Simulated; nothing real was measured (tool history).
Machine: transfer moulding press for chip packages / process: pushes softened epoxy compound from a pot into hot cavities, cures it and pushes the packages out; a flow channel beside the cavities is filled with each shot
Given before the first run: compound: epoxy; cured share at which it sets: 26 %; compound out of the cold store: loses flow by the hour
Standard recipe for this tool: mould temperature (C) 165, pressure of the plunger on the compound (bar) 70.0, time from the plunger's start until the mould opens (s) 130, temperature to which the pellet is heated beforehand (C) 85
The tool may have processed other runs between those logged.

| run | hour | mould temperature (C) | pressure of the plunger on the compound (bar) | time from the plunger's start until the mould opens (s) | temperature to which the pellet is heated beforehand (C) | incoming compound's hours out of the cold store | length that the compound runs in the flow channel (mm) | greatest force on the pins that push the packages out (N) |
|---|---|---|---|---|---|---|---|---|
| 1 | 0.0 | 165 | 70.0 | 130 | 85 | 35.6 | 871 | 413 |
| 2 | 6.5 | 165 | 70.0 | 130 | 85 | 39.2 | 852 | 416 |
| 3 | 14.7 | 165 | 70.0 | 130 | 85 | 19.9 | 944 | 405 |
| 4 | 23.5 | 165 | 70.0 | 130 | 85 | 33.5 | 878 | 401 |
| 5 | 37.4 | 165 | 70.0 | 130 | 85 | 13.5 | 982 | 425 |
|  | 48.2 | plunger's sealing rings changed |
| 6 | 50.8 | 165 | 70.0 | 130 | 85 | 9.9 | 999 | 439 |
|  | 60.8 | cavities cleaned with cleaning compound and waxed |
| 7 | 64.4 | 165 | 70.0 | 130 | 85 | 38.2 | 857 | 400 |
| 8 | 72.4 | 165 | 68.6 | 130 | 85 | 15.4 | 961 | 417 |
| 9 | 86.1 | 167 | 68.6 | 130 | 85 | 12.8 | 971 | 389 |
| 10 | 97.0 | 165 | 70.0 | 138 | 85 | 20.6 | 945 | 399 |
| 11 | 108.6 | 165 | 70.0 | 138 | 85 | 14.0 | 980 | 385 |
| 12 | 116.3 | 165 | 70.0 | 137 | 85 | 39.0 | 853 | 390 |
| 13 | 122.9 | 165 | 62.3 | 130 | 85 | 36.3 | 818 | 416 |
| 14 | 132.4 | 165 | 62.3 | 130 | 85 | 42.7 | 790 | 396 |
| 15 | 145.9 | 165 | 62.3 | 130 | 85 | 37.8 | 812 | 401 |
|  | 150.7 | cavities cleaned with cleaning compound and waxed |
| 16 | 154.2 | 165 | 62.3 | 130 | 85 | 17.9 | 902 | 418 |
| 17 | 162.4 | 166 | 81.2 | 116 | 85 | 14.0 | 1053 | 481 |
| 18 | 171.1 | 161 | 73.4 | 130 | 86 | 45.1 | 859 | 509 |
| 19 | 185.7 | 161 | 73.4 | 130 | 80 | 10.5 | 1041 | 566 |
| 20 | 194.8 | 170 | 70.0 | 130 | 89 | 27.5 | 893 | 336 |
| 21 | 201.1 | 165 | 82.3 | 130 | 82 | 24.4 | 1005 | 399 |
| 22 | 212.2 | 160 | 63.5 | 136 | 94 | 16.2 | 940 | 513 |
| 23 | 220.9 | 160 | 63.5 | 136 | 94 | 12.5 | 955 | 517 |
| 24 | 233.0 | 165 | 70.0 | 126 | 85 | 36.8 | 866 | 417 |
|  | 240.6 | cavities cleaned with cleaning compound and waxed |
| 25 | 247.0 | 165 | 70.0 | 126 | 85 | 9.3 | 1005 | 449 |
| 26 | 259.2 | 171 | 70.0 | 128 | 92 | 47.0 | 798 | 364 |
| 27 | 268.1 | 171 | 70.0 | 128 | 92 | 30.7 | 871 | 336 |
| 28 | 282.1 | 165 | 81.3 | 160 | 80 | 17.9 | 1034 | 351 |

Here are 5 independent what-if runs from the current tool condition. What would each one return?
| A | 288.0 | 170 | 54.0 | 152 | 85 | 14.6 | ? | ? |
| B | 288.0 | 167 | 82.6 | 130 | 87 | 28.8 | ? | ? |
| C | 288.0 | 165 | 70.0 | 155 | 89 | 11.3 | ? | ? |
| D | 288.0 | 171 | 81.3 | 131 | 80 | 18.4 | ? | ? |
| E | 288.0 | 165 | 65.5 | 130 | 85 | 33.3 | ? | ? |

| run | length that the compound runs in the flow channel (mm) | greatest force on the pins that push the packages out (N) |
|---|---|---|
| A | 839 | 309 |
| B | 973 | 376 |
| C | 992 | 348 |
| D | 1005 | 346 |
| E | 853 | 412 |
Stripped of hidden state, with their random variation kept, the same runs would have yielded:
| run | length that the compound runs in the flow channel (mm) | greatest force on the pins that push the packages out (N) |
|---|---|---|
| A | 839 | 308 |
| B | 973 | 375 |
| C | 992 | 347 |
| D | 1006 | 344 |
| E | 853 | 410 |
